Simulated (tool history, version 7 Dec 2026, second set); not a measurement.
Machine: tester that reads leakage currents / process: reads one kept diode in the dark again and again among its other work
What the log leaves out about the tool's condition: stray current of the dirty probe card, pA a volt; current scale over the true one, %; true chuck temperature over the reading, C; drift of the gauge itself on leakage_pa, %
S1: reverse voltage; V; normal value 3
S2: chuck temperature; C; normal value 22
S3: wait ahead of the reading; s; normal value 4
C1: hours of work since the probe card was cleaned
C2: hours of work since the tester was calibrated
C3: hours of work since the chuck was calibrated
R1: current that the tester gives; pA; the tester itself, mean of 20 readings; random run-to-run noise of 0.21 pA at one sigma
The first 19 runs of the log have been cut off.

{"run": 20, "hour": 585.6, "S1": 3, "S2": 22, "S3": 4, "C1": 64, "C2": 909, "C3": 350, "R1": 104.07}
{"run": 21, "hour": 608.8, "S1": 3, "S2": 22, "S3": 4, "C1": 75, "C2": 919, "C3": 361, "R1": 104.27}
{"run": 22, "hour": 651.8, "S1": 5.83, "S2": 22, "S3": 7.49, "C1": 94, "C2": 939, "C3": 380, "R1": 142.36}
{"run": 23, "hour": 693.1, "S1": 12.04, "S2": 27, "S3": 2.31, "C1": 113, "C2": 957, "C3": 399, "R1": 293.06}
{"run": 24, "hour": 712.6, "S1": 12.04, "S2": 27, "S3": 2.31, "C1": 122, "C2": 966, "C3": 408, "R1": 292.76}
{"run": 25, "hour": 751.5, "S1": 12.27, "S2": 32, "S3": 0.64, "C1": 139, "C2": 984, "C3": 425, "R1": 427.88}
{"run": 26, "hour": 772.5, "S1": 12.17, "S2": 22, "S3": 4, "C1": 149, "C2": 993, "C3": 435, "R1": 202.01}
{"run": 27, "hour": 803.1, "S1": 12.17, "S2": 22, "S3": 4, "C1": 163, "C2": 1007, "C3": 449, "R1": 201.87}
{"run": 28, "hour": 824.7, "S1": 12.17, "S2": 22, "S3": 4, "C1": 172, "C2": 1017, "C3": 458, "R1": 201.86}
{"run": 29, "hour": 864.4, "S1": 1.94, "S2": 54, "S3": 1.5, "C1": 190, "C2": 1035, "C3": 476, "R1": 782.39}
{"run": 30, "hour": 889.0, "S1": 19.35, "S2": 54, "S3": 0.73, "C1": 202, "C2": 1046, "C3": 487, "R1": 2298.76}
{"run": 31, "hour": 910.5, "S1": 1.65, "S2": 54, "S3": 0.73, "C1": 211, "C2": 1056, "C3": 497, "R1": 722.03}

Estimate the outcome of run 32 from the log above:
{"run": 32, "hour": 946.1, "S1": 18.26, "S2": 47, "S3": 0.73, "C1": 227, "C2": 1072, "C3": 513, "R1": "?"}

{"run 32": {"R1": 1434.97}}
If the tool had no hidden condition, the same run with the same run-to-run variation would have returned R1 1436.51 pA.
